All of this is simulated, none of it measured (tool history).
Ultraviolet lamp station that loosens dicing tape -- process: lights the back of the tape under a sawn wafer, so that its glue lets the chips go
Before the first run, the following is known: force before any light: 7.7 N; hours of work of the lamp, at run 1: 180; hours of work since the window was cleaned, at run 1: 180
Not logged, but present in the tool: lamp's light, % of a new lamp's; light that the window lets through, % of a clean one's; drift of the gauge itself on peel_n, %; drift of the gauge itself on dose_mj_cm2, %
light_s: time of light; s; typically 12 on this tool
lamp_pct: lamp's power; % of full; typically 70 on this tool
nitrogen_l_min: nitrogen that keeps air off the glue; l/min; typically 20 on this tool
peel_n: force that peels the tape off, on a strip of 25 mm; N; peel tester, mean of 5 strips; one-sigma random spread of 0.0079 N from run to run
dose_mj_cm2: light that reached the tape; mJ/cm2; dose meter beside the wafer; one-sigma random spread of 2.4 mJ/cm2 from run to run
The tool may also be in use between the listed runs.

| run | hour | light_s | lamp_pct | nitrogen_l_min | hours of work of the lamp | hours of work since the window was cleaned | peel_n | dose_mj_cm2 |
|---|---|---|---|---|---|---|---|---|
| 1 | 0 | 12 | 70 | 20 | 180 | 180 | 0.376 | 244 |
| 2 | 25.5 | 12 | 70 | 33 | 199 | 199 | 0.281 | 242 |
| 3 | 46.2 | 12 | 70 | 33 | 214 | 214 | 0.29 | 244 |
| 4 | 64.1 | 12 | 70 | 33 | 228 | 228 | 0.296 | 243 |
| 5 | 85 | 12 | 70 | 33 | 243 | 243 | 0.303 | 236 |
| 6 | 103 | 12 | 70 | 33 | 256 | 256 | 0.297 | 236 |
| 7 | 125.1 | 12 | 65 | 33 | 273 | 273 | 0.356 | 216 |
| 8 | 148.7 | 12 | 99 | 33 | 290 | 290 | 0.203 | 328 |
| 9 | 173.5 | 12 | 99 | 33 | 309 | 309 | 0.185 | 321 |
| 10 | 188.6 | 12 | 70 | 20 | 320 | 320 | 0.456 | 229 |
| 11 | 200.9 | 16 | 70 | 20 | 329 | 329 | 0.265 | 305 |
| 12 | 228.8 | 12 | 70 | 20 | 350 | 350 | 0.501 | 223 |
| 13 | 252.6 | 12 | 69 | 20 | 368 | 368 | 0.488 | 215 |
| 14 | 267.2 | 12 | 69 | 20 | 379 | 379 | 0.523 | 214 |
| 15 | 285.5 | 12 | 61 | 20 | 392 | 392 | 0.679 | 189 |
| 16 | 305.2 | 12 | 61 | 30 | 407 | 407 | 0.528 | 192 |
| 17 | 322.7 | 12 | 70 | 29 | 420 | 420 | 0.402 | 209 |
| 18 | 349.9 | 12 | 70 | 29 | 440 | 440 | 0.414 | 210 |
| 19 | 370.3 | 12 | 66 | 20 | 455 | 455 | 0.622 | 193 |
| 20 | 396.3 | 12 | 70 | 20 | 475 | 475 | 0.564 | 207 |
| 21 | 414.4 | 22 | 73 | 20 | 488 | 488 | 0.187 | 396 |
| 22 | 435.7 | 22 | 73 | 20 | 504 | 504 | 0.19 | 385 |
| 23 | 448.5 | 22 | 73 | 20 | 513 | 513 | 0.198 | 382 |
| 24 | 472.2 | 22 | 73 | 20 | 531 | 531 | 0.182 | 373 |
| 25 | 500.6 | 20 | 69 | 8 | 552 | 552 | 0.471 | 323 |
| 26 | 529.9 | 20 | 69 | 8 | 574 | 574 | 0.503 | 317 |
| 27 | 543.3 | 20 | 69 | 8 | 584 | 584 | 0.501 | 316 |
| 28 | 556.4 | 7 | 83 | 10 | 594 | 594 | 1.974 | 131 |
| 29 | 573.5 | 14 | 83 | 22 | 606 | 606 | 0.323 | 260 |
| 30 | 598.8 | 7 | 70 | 10 | 625 | 625 | 2.524 | 111 |
| 31 | 627.7 | 15 | 93 | 20 | 647 | 647 | 0.258 | 301 |
| 32 | 647 | 21 | 70 | 19 | 661 | 661 | 0.241 | 321 |
| 33 | 666.2 | 7 | 80 | 7 | 675 | 675 | 2.558 | 118 |
|  | 671.2 | window cleaned of glue's vapour |
|  | 681 | lamp changed |
| 34 | 682.7 | 7 | 80 | 7 | 1 | 8 | 1.55 | 183 |
| 35 | 705.1 | 17 | 70 | 20 | 18 | 24 | 0.193 | 381 |
| 36 | 722.8 | 18 | 67 | 19 | 31 | 38 | 0.196 | 379 |
| 37 | 735.8 | 12 | 95 | 13 | 41 | 47 | 0.262 | 359 |
| 38 | 749.5 | 6 | 70 | 22 | 51 | 58 | 1.244 | 130 |
| 39 | 774 | 9 | 72 | 6 | 69 | 76 | 1.411 | 204 |

Selected run-to-run steps in peel_n, each split into two signed amounts: the part the tool would show with no hidden state at all (from settings, incoming material and random variation), and the remainder, which goes to the hidden state together with any gauge scatter not common to the measured and the hidden-state-free results:
Run 29 -> 30: light_s 14 -> 7, lamp_pct 83 -> 70, nitrogen_l_min 22 -> 10. peel_n +2.201 N: hidden state +0.895, all else +1.306.
Run 30 -> 31: light_s 7 -> 15, lamp_pct 70 -> 93, nitrogen_l_min 10 -> 20. peel_n -2.266 N: hidden state -0.945, all else -1.321.
Run 32 -> 33: light_s 21 -> 7, lamp_pct 70 -> 80, nitrogen_l_min 19 -> 7. peel_n +2.317 N: hidden state +1.016, all else +1.301.
Run 33 -> 34: window cleaned of glue's vapour, lamp changed. peel_n -1.008 N: hidden state -1.052, all else +0.044.

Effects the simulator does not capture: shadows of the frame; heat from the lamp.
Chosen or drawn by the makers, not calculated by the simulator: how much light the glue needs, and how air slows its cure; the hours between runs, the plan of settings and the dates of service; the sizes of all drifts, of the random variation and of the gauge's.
